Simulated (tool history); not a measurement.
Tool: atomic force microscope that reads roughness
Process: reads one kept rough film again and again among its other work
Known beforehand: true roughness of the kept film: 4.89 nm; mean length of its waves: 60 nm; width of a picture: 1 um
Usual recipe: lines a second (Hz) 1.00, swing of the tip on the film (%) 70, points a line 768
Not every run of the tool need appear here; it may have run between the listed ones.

run	hour	lines a second (Hz)	swing of the tip on the film (%)	points a line	roughness of the kept film (nm (root mean square))
1	0.0	1.00	70	768	4.376
2	44.8	1.00	70	768	4.077
3	83.2	1.00	70	768	3.864
# hour 101.9: new tip fitted
4	102.8	1.00	56	768	4.512
5	143.7	1.00	70	768	4.098
6	170.1	1.00	70	768	3.938
7	195.2	1.00	70	595	3.786
# hour 201.8: new tip fitted
8	227.8	1.00	70	768	4.234
9	258.4	1.00	70	768	4.020
10	284.1	1.00	70	768	3.858
# hour 303.7: new tip fitted
11	319.9	1.00	71	768	4.294
12	346.2	1.00	71	768	4.127
13	388.2	1.00	70	768	3.899
# hour 404.2: new tip fitted
14	420.3	1.00	70	768	4.311
15	446.7	1.00	70	901	4.062
16	467.6	1.00	70	768	3.987
# hour 505.3: new tip fitted
17	512.7	1.00	62	768	4.439
18	549.0	1.12	70	768	4.101
19	575.3	1.12	70	768	3.930
# hour 607.7: new tip fitted
20	613.8	1.00	70	768	4.361
21	639.5	1.00	70	768	4.199
22	666.9	1.00	70	768	4.014
23	698.6	1.00	70	768	3.840
# hour 708.5: new tip fitted
24	718.9	0.83	70	768	4.354
25	746.2	0.83	70	768	4.189
26	780.7	0.83	70	768	3.964
# hour 808.3: new tip fitted
27	820.7	0.73	56	503	4.448
28	847.5	1.00	62	440	4.155
29	883.2	1.00	62	440	3.955
# hour 909.1: new tip fitted
30	912.8	1.00	62	440	4.485
31	933.6	1.00	62	440	4.283
32	974.9	1.00	70	443	4.000
# hour 1010.2: new tip fitted
33	1020.8	0.95	90	459	4.005
34	1043.2	0.50	70	768	4.228
35	1077.7	3.16	70	402	3.569
# hour 1111.4: new tip fitted
36	1120.9	1.66	78	424	4.036
37	1147.0	2.04	67	357	4.037
38	1174.5	1.00	61	611	4.042
# hour 1211.8: new tip fitted
39	1212.6	1.00	66	614	4.415
40	1238.3	1.00	82	768	4.060
41	1277.3	1.00	60	768	4.041
# hour 1311.7: new tip fitted
42	1319.2	1.42	60	389	4.353
43	1342.5	1.42	60	389	4.197
44	1375.4	1.42	60	389	4.024
45	1399.5	3.59	59	768	3.683
# hour 1412.9: new tip fitted
46	1429.1	0.85	57	768	4.407
47	1467.1	0.85	57	768	4.154
48	1486.5	0.62	70	842	4.020
49	1506.9	1.42	61	265	3.827
# hour 1514.5: new tip fitted
50	1550.6	1.42	61	265	4.126
51	1576.3	1.42	61	265	3.992

Each row is a separate what-if for the run after 51, all from the same tool condition, not one after another. Results?
A	1608.6	1.42	88	265	?
B	1608.6	1.37	61	476	?
C	1608.6	1.81	61	439	?

run	roughness of the kept film (nm (root mean square))
A	3.388
B	3.781
C	3.777
With the hidden condition removed and each run's random variation left untouched, the same runs would have given:
run	roughness of the kept film (nm (root mean square))
A	3.974
B	4.439
C	4.431
